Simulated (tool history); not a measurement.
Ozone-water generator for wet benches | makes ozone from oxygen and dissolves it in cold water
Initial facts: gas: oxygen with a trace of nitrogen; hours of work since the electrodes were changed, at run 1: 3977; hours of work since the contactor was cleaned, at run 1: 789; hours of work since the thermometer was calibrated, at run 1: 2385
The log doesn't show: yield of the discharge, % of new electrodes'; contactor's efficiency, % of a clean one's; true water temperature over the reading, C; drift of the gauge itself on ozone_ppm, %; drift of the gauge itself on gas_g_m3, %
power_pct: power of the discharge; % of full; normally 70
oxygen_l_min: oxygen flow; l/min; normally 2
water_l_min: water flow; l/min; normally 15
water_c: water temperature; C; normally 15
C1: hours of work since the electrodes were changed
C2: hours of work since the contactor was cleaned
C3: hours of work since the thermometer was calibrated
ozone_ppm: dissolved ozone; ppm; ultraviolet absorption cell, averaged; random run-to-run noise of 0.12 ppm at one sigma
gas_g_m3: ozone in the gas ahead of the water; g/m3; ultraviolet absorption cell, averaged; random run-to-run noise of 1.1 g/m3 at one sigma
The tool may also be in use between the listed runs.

{"run": 1, "hour": 0.0, "power_pct": 70, "oxygen_l_min": 2, "water_l_min": 15, "water_c": 15, "C1": 3977, "C2": 789, "C3": 2385, "ozone_ppm": 10, "gas_g_m3": 160.5}
{"run": 2, "hour": 75.4, "power_pct": 70, "oxygen_l_min": 2, "water_l_min": 15, "water_c": 15, "C1": 4038, "C2": 850, "C3": 2446, "ozone_ppm": 9.8, "gas_g_m3": 156.5}
{"run": 3, "hour": 180.6, "power_pct": 70, "oxygen_l_min": 2, "water_l_min": 15, "water_c": 15, "C1": 4123, "C2": 935, "C3": 2531, "ozone_ppm": 10, "gas_g_m3": 159}
{"run": 4, "hour": 297.7, "power_pct": 70, "oxygen_l_min": 2, "water_l_min": 15, "water_c": 15, "C1": 4217, "C2": 1029, "C3": 2625, "ozone_ppm": 9.5, "gas_g_m3": 157.2}
{"run": 5, "hour": 420.7, "power_pct": 49, "oxygen_l_min": 2, "water_l_min": 15, "water_c": 15, "C1": 4317, "C2": 1128, "C3": 2725, "ozone_ppm": 7.6, "gas_g_m3": 121}
{"run": 6, "hour": 521.7, "power_pct": 49, "oxygen_l_min": 2, "water_l_min": 15, "water_c": 8, "C1": 4398, "C2": 1210, "C3": 2806, "ozone_ppm": 7.8, "gas_g_m3": 120}
{"run": 7, "hour": 652.6, "power_pct": 96, "oxygen_l_min": 2, "water_l_min": 15, "water_c": 15, "C1": 4504, "C2": 1316, "C3": 2912, "ozone_ppm": 12, "gas_g_m3": 195.7}
{"run": 8, "hour": 749.8, "power_pct": 96, "oxygen_l_min": 2, "water_l_min": 15, "water_c": 15, "C1": 4582, "C2": 1394, "C3": 2990, "ozone_ppm": 11.9, "gas_g_m3": 194.8}
{"run": 9, "hour": 848.6, "power_pct": 96, "oxygen_l_min": 2, "water_l_min": 15, "water_c": 15, "C1": 4662, "C2": 1474, "C3": 3070, "ozone_ppm": 12.2, "gas_g_m3": 193.4}
{"run": 10, "hour": 946.5, "power_pct": 96, "oxygen_l_min": 1.45, "water_l_min": 20, "water_c": 12, "C1": 4741, "C2": 1553, "C3": 3149, "ozone_ppm": 8, "gas_g_m3": 217}
{"run": 11, "hour": 1063.4, "power_pct": 55, "oxygen_l_min": 2, "water_l_min": 15, "water_c": 15, "C1": 4835, "C2": 1647, "C3": 3243, "ozone_ppm": 8, "gas_g_m3": 130.3}
{"run": 12, "hour": 1176.9, "power_pct": 55, "oxygen_l_min": 2, "water_l_min": 15, "water_c": 15, "C1": 4927, "C2": 1738, "C3": 3335, "ozone_ppm": 8, "gas_g_m3": 129.1}
{"run": 13, "hour": 1304.1, "power_pct": 55, "oxygen_l_min": 2, "water_l_min": 24, "water_c": 15, "C1": 5029, "C2": 1841, "C3": 3437, "ozone_ppm": 5, "gas_g_m3": 128.1}
{"run": 14, "hour": 1436.5, "power_pct": 55, "oxygen_l_min": 2, "water_l_min": 24, "water_c": 15, "C1": 5136, "C2": 1948, "C3": 3544, "ozone_ppm": 5, "gas_g_m3": 126.9}
{"run": 15, "hour": 1546.8, "power_pct": 55, "oxygen_l_min": 2, "water_l_min": 24, "water_c": 15, "C1": 5225, "C2": 2037, "C3": 3633, "ozone_ppm": 4.9, "gas_g_m3": 128.4}

Branching from run 15: 5 alternative next runs. What would each branch give?
{"run": "A", "hour": 1671.8, "power_pct": 70, "oxygen_l_min": 2.82, "water_l_min": 11, "water_c": 15, "C1": 5326, "C2": 2138, "C3": 3734, "ozone_ppm": "?", "gas_g_m3": "?"}
{"run": "B", "hour": 1671.8, "power_pct": 55, "oxygen_l_min": 2, "water_l_min": 24, "water_c": 18, "C1": 5326, "C2": 2138, "C3": 3734, "ozone_ppm": "?", "gas_g_m3": "?"}
{"run": "C", "hour": 1671.8, "power_pct": 70, "oxygen_l_min": 2, "water_l_min": 13, "water_c": 8, "C1": 5326, "C2": 2138, "C3": 3734, "ozone_ppm": "?", "gas_g_m3": "?"}
{"run": "D", "hour": 1671.8, "power_pct": 70, "oxygen_l_min": 1.44, "water_l_min": 15, "water_c": 15, "C1": 5326, "C2": 2138, "C3": 3734, "ozone_ppm": "?", "gas_g_m3": "?"}
{"run": "E", "hour": 1671.8, "power_pct": 76, "oxygen_l_min": 1.82, "water_l_min": 24, "water_c": 12, "C1": 5326, "C2": 2138, "C3": 3734, "ozone_ppm": "?", "gas_g_m3": "?"}

run=A ozone_ppm=13.2 gas_g_m3=133.8
run=B ozone_ppm=4.8 gas_g_m3=126.4
run=C ozone_ppm=11.1 gas_g_m3=150.1
run=D ozone_ppm=8 gas_g_m3=169.8
run=E ozone_ppm=6 gas_g_m3=165.6
With no hidden state in the tool, these same runs would have given:
run=A ozone_ppm=16.6 gas_g_m3=164.6
run=B ozone_ppm=5.9 gas_g_m3=149.7
run=C ozone_ppm=14 gas_g_m3=184.7
run=D ozone_ppm=10.1 gas_g_m3=209.1
run=E ozone_ppm=7.7 gas_g_m3=206.6

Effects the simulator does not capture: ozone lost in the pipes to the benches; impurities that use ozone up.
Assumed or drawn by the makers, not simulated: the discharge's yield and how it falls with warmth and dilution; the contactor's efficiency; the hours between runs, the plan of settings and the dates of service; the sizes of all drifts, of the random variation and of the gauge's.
